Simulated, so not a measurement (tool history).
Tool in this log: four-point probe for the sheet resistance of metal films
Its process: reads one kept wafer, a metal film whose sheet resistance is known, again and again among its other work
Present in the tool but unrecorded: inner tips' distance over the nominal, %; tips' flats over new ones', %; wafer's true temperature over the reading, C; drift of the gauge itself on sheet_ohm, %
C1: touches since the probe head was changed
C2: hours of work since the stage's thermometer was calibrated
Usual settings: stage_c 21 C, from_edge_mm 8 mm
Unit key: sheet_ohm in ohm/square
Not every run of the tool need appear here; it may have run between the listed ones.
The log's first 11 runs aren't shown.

{"run": 12, "hour": 212.6, "stage_c": 21, "from_edge_mm": 4, "C1": 71272, "C2": 402, "sheet_ohm": 20.21919}
{"run": 13, "hour": 233.9, "stage_c": 21, "from_edge_mm": 63, "C1": 72504, "C2": 417, "sheet_ohm": 19.236734}
{"run": 14, "hour": 250.4, "stage_c": 21, "from_edge_mm": 63, "C1": 73464, "C2": 429, "sheet_ohm": 19.237369}
{"run": 15, "hour": 273.4, "stage_c": 21, "from_edge_mm": 63, "C1": 74800, "C2": 445, "sheet_ohm": 19.232986}
{"run": 16, "hour": 299.7, "stage_c": 21, "from_edge_mm": 63, "C1": 76325, "C2": 463, "sheet_ohm": 19.23626}
{"run": 17, "hour": 326.2, "stage_c": 21, "from_edge_mm": 63, "C1": 77863, "C2": 482, "sheet_ohm": 19.230282}
{"run": 18, "hour": 350.7, "stage_c": 21, "from_edge_mm": 28, "C1": 79278, "C2": 499, "sheet_ohm": 19.248613}
{"run": 19, "hour": 372.7, "stage_c": 21, "from_edge_mm": 28, "C1": 80556, "C2": 515, "sheet_ohm": 19.24866}
{"run": 20, "hour": 398.9, "stage_c": 21, "from_edge_mm": 44, "C1": 82074, "C2": 533, "sheet_ohm": 19.236994}
{"run": 21, "hour": 423.5, "stage_c": 21, "from_edge_mm": 44, "C1": 83504, "C2": 550, "sheet_ohm": 19.240716}
{"run": 22, "hour": 449.4, "stage_c": 21, "from_edge_mm": 44, "C1": 85005, "C2": 569, "sheet_ohm": 19.233474}
{"run": 23, "hour": 463.5, "stage_c": 27, "from_edge_mm": 50, "C1": 85819, "C2": 579, "sheet_ohm": 19.238844}
{"run": 24, "hour": 483.1, "stage_c": 29, "from_edge_mm": 15, "C1": 86958, "C2": 592, "sheet_ohm": 19.305277}
{"run": 25, "hour": 507.7, "stage_c": 19, "from_edge_mm": 38, "C1": 88387, "C2": 610, "sheet_ohm": 19.241827}
{"run": 26, "hour": 529.3, "stage_c": 19, "from_edge_mm": 38, "C1": 89639, "C2": 625, "sheet_ohm": 19.234312}
{"run": 27, "hour": 540.8, "stage_c": 19, "from_edge_mm": 38, "C1": 90303, "C2": 633, "sheet_ohm": 19.241934}
{"run": 28, "hour": 557.0, "stage_c": 32, "from_edge_mm": 9, "C1": 91245, "C2": 644, "sheet_ohm": 19.438333}
{"run": 29, "hour": 578.3, "stage_c": 27, "from_edge_mm": 7, "C1": 92478, "C2": 659, "sheet_ohm": 19.571443}

What does the tool deliver on the next run?
{"run": 30, "hour": 599.3, "stage_c": 31, "from_edge_mm": 5, "C1": 93694, "C2": 674, "sheet_ohm": "?"}

Run 30 measured sheet_ohm 19.872472 ohm/square.
With the hidden condition absent and the run-to-run variation left alone, this run would have shown sheet_ohm 19.870762 ohm/square.

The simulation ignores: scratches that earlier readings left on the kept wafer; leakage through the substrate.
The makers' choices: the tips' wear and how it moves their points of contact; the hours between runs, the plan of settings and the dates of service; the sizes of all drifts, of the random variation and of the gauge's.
